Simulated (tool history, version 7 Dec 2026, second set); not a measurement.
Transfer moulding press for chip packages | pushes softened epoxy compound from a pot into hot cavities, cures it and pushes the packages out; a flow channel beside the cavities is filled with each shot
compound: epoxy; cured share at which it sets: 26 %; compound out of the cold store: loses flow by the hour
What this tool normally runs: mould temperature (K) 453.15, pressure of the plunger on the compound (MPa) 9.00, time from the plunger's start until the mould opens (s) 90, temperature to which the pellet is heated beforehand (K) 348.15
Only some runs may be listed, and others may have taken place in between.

| run | day | mould temperature (K) | pressure of the plunger on the compound (MPa) | time from the plunger's start until the mould opens (s) | temperature to which the pellet is heated beforehand (K) | incoming compound's hours out of the cold store | length that the compound runs in the flow channel (mm) | greatest force on the pins that push the packages out (N) |
|---|---|---|---|---|---|---|---|---|
| 1 | 0.000 | 453.15 | 9.00 | 90 | 348.15 | 32.4 | 581 | 438 |
| 2 | 0.954 | 453.15 | 9.00 | 90 | 348.15 | 8.3 | 635 | 459 |
|  | 1.704 | cavities cleaned with cleaning compound and waxed |
| 3 | 1.933 | 452.15 | 9.00 | 90 | 348.15 | 9.8 | 637 | 477 |
| 4 | 3.396 | 452.15 | 9.00 | 90 | 348.15 | 23.9 | 601 | 454 |
| 5 | 4.496 | 452.15 | 9.00 | 90 | 348.15 | 43.0 | 559 | 456 |
|  | 5.179 | cavities cleaned with cleaning compound and waxed |
| 6 | 5.254 | 452.15 | 9.00 | 90 | 348.15 | 38.1 | 572 | 450 |
|  | 5.442 | plunger's sealing rings changed |
| 7 | 6.262 | 452.15 | 9.00 | 90 | 348.15 | 20.7 | 613 | 466 |
| 8 | 6.942 | 451.15 | 9.00 | 90 | 348.15 | 34.3 | 578 | 477 |
| 9 | 7.842 | 459.15 | 9.00 | 90 | 344.15 | 22.3 | 597 | 394 |
| 10 | 8.471 | 459.15 | 9.00 | 90 | 344.15 | 46.7 | 548 | 389 |
|  | 8.762 | cavities cleaned with cleaning compound and waxed |
| 11 | 9.867 | 453.15 | 9.00 | 90 | 353.15 | 29.2 | 590 | 436 |
| 12 | 10.871 | 445.15 | 9.00 | 90 | 344.15 | 22.9 | 616 | 727 |
| 13 | 11.988 | 453.15 | 6.96 | 90 | 343.15 | 33.2 | 509 | 440 |
|  | 12.167 | mould's thermocouples calibrated |
|  | 12.229 | cavities cleaned with cleaning compound and waxed |
| 14 | 13.150 | 453.15 | 6.96 | 90 | 343.15 | 35.8 | 508 | 441 |

Consider 4 possible next runs. They are alternatives, not a sequence: every one starts from the tool as it was left by run 14. What does each give?
| A | 14.175 | 453.15 | 9.00 | 90 | 340.15 | 41.9 | ? | ? |
| B | 14.175 | 453.15 | 6.96 | 90 | 343.15 | 24.6 | ? | ? |
| C | 14.175 | 455.15 | 7.56 | 90 | 348.15 | 43.6 | ? | ? |
| D | 14.175 | 453.15 | 9.00 | 71 | 357.15 | 33.3 | ? | ? |

| run | length that the compound runs in the flow channel (mm) | greatest force on the pins that push the packages out (N) |
|---|---|---|
| A | 560 | 439 |
| B | 526 | 447 |
| C | 509 | 412 |
| D | 582 | 652 |
Stripped of hidden state, with their random variation kept, the same runs would have yielded:
| run | length that the compound runs in the flow channel (mm) | greatest force on the pins that push the packages out (N) |
|---|---|---|
| A | 560 | 436 |
| B | 526 | 445 |
| C | 509 | 410 |
| D | 583 | 649 |
